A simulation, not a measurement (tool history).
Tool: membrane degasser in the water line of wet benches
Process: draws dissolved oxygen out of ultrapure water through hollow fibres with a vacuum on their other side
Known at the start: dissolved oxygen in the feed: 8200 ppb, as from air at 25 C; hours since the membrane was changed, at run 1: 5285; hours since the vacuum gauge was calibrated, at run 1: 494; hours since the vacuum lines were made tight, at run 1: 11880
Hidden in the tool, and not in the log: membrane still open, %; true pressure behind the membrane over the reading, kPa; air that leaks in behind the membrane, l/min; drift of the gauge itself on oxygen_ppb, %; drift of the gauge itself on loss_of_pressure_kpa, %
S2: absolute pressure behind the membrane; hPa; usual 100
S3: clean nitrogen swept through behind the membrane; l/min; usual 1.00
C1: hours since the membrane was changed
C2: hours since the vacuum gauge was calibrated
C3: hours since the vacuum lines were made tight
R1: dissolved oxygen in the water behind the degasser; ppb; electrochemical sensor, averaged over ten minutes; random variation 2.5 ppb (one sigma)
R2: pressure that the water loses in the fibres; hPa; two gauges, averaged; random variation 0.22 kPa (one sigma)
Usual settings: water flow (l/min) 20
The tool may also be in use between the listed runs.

Run 1, day 0.000: usual settings; C1 5285; C2 494; C3 11880. Result: R1 303.4 ppb, R2 546.6 hPa.
Run 2, day 8.171: usual settings; C1 5481; C2 690; C3 12076. Result: R1 302.7 ppb, R2 548.3 hPa.
Run 3, day 17.467: usual settings; C1 5704; C2 913; C3 12299. Result: R1 305.7 ppb, R2 548.3 hPa.
Run 4, day 23.200: usual settings; C1 5841; C2 1051; C3 12437. Result: R1 304.3 ppb, R2 544.3 hPa.
Run 5, day 31.783: usual settings but water flow (l/min) 12; C1 6047; C2 1257; C3 12643. Result: R1 200.5 ppb, R2 329.8 hPa.
Run 6, day 39.121: usual settings but water flow (l/min) 12, S3 2.28 l/min; C1 6224; C2 1433; C3 12819. Result: R1 92.9 ppb, R2 331.8 hPa.
Run 7, day 48.633: usual settings but water flow (l/min) 12, S3 2.28 l/min; C1 6452; C2 1661; C3 13047. Result: R1 92.9 ppb, R2 329.6 hPa.
Run 8, day 54.046: usual settings but water flow (l/min) 12, S3 2.28 l/min; C1 6582; C2 1791; C3 13177. Result: R1 92.9 ppb, R2 330.4 hPa.
Run 9, day 59.688: usual settings but water flow (l/min) 12, S3 2.28 l/min; C1 6717; C2 1926; C3 13312. Result: R1 93.7 ppb, R2 331.8 hPa.
Run 10, day 64.704: usual settings but water flow (l/min) 12, S2 162 hPa, S3 2.28 l/min; C1 6838; C2 2047; C3 13433. Result: R1 172.9 ppb, R2 329.4 hPa.
Run 11, day 70.579: usual settings but water flow (l/min) 12, S2 162 hPa, S3 2.28 l/min; C1 6979; C2 2188; C3 13574. Result: R1 176.2 ppb, R2 332.5 hPa.
Run 12, day 79.142: usual settings; C1 7184; C2 2393; C3 13779. Result: R1 304.9 ppb, R2 552.6 hPa.
Run 13, day 86.925: usual settings but water flow (l/min) 21; C1 7371; C2 2580; C3 13966. Result: R1 325.1 ppb, R2 579.9 hPa.
Run 14, day 96.938: usual settings but water flow (l/min) 21, S2 81 hPa; C1 7611; C2 2820; C3 14206. Result: R1 240.5 ppb, R2 581.6 hPa.
Run 15, day 102.738: usual settings but water flow (l/min) 21, S2 81 hPa; C1 7750; C2 2960; C3 14346. Result: R1 240.3 ppb, R2 581.7 hPa.
Run 16, day 109.158: usual settings; C1 7904; C2 3114; C3 14500. Result: R1 310.7 ppb, R2 555.9 hPa.
Run 17, day 115.538: usual settings; C1 8058; C2 3267; C3 14653. Result: R1 307.8 ppb, R2 562.5 hPa.
Run 18, day 125.112: usual settings; C1 8287; C2 3497; C3 14883. Result: R1 312.7 ppb, R2 558.3 hPa.
Run 19, day 130.712: usual settings but water flow (l/min) 18, S2 157 hPa, S3 2.25 l/min; C1 8422; C2 3631; C3 15017. Result: R1 249.1 ppb, R2 503.5 hPa.
Run 20, day 137.771: usual settings but water flow (l/min) 25, S2 217 hPa, S3 1.85 l/min; C1 8591; C2 3800; C3 15186. Result: R1 565.0 ppb, R2 700.9 hPa.
Run 21, day 143.446: usual settings but water flow (l/min) 17, S2 123 hPa, S3 0.40 l/min; C1 8727; C2 3937; C3 15323. Result: R1 724.1 ppb, R2 478.4 hPa.
Run 22, day 149.242: usual settings but S2 79 hPa, S3 2.68 l/min; C1 8866; C2 4076; C3 15462. Result: R1 93.8 ppb, R2 558.5 hPa.
Run 23, day 153.762: usual settings but S2 79 hPa, S3 2.68 l/min; C1 8975; C2 4184; C3 15570. Result: R1 95.2 ppb, R2 561.1 hPa.
At day 154.238: vacuum gauge calibrated.
At day 154.321: seals of the vacuum lines changed.
Run 24, day 159.929: usual settings but water flow (l/min) 13, S2 63 hPa, S3 0.59 l/min; C1 9120; C2 135; C3 135. Result: R1 164.3 ppb, R2 363.4 hPa.
Run 25, day 165.921: usual settings but water flow (l/min) 13, S2 63 hPa, S3 0.59 l/min; C1 9264; C2 278; C3 278. Result: R1 164.5 ppb, R2 364.0 hPa.
Run 26, day 170.262: usual settings but S2 123 hPa, S3 0.59 l/min; C1 9368; C2 383; C3 383. Result: R1 616.9 ppb, R2 559.1 hPa.
Run 27, day 180.321: usual settings but water flow (l/min) 13; C1 9610; C2 624; C3 624. Result: R1 211.7 ppb, R2 363.3 hPa.
Run 28, day 184.842: usual settings; C1 9718; C2 733; C3 733. Result: R1 309.2 ppb, R2 559.6 hPa.
At day 190.400: vacuum gauge calibrated, once more.
Run 29, day 190.500: usual settings but water flow (l/min) 21, S2 161 hPa, S3 0.67 l/min; C1 9854; C2 2; C3 868. Result: R1 782.5 ppb, R2 590.5 hPa.
Run 30, day 196.967: usual settings but S2 90 hPa; C1 10009; C2 158; C3 1023. Result: R1 257.5 ppb, R2 565.9 hPa.
Run 31, day 203.471: usual settings but S2 90 hPa; C1 10165; C2 314; C3 1179. Result: R1 257.5 ppb, R2 562.8 hPa.
Run 32, day 213.525: usual settings but S2 71 hPa, S3 2.44 l/min; C1 10406; C2 555; C3 1420. Result: R1 81.8 ppb, R2 563.7 hPa.
Run 33, day 222.262: usual settings but S2 71 hPa, S3 2.44 l/min; C1 10616; C2 765; C3 1630. Result: R1 80.9 ppb, R2 564.2 hPa.

Forecast each of these 3 alternatives for the next run:
Run A, day 232.175: usual settings but S2 77 hPa, S3 0.41 l/min; C1 10854; C2 1003; C3 1868. Result: R1 ?, R2 ?.
Run B, day 232.175: usual settings but water flow (l/min) 24, S2 83 hPa, S3 1.20 l/min; C1 10854; C2 1003; C3 1868. Result: R1 ?, R2 ?.
Run C, day 232.175: usual settings but water flow (l/min) 17, S2 83 hPa, S3 0.88 l/min; C1 10854; C2 1003; C3 1868. Result: R1 ?, R2 ?.

run     R1     R2
  A  410.6  568.2
  B  237.4  681.4
  C  218.7  483.7
Without the tool's hidden state the same runs would have given:
run     R1     R2
  A  404.9  532.4
  B  230.9  638.6
  C  215.3  453.3
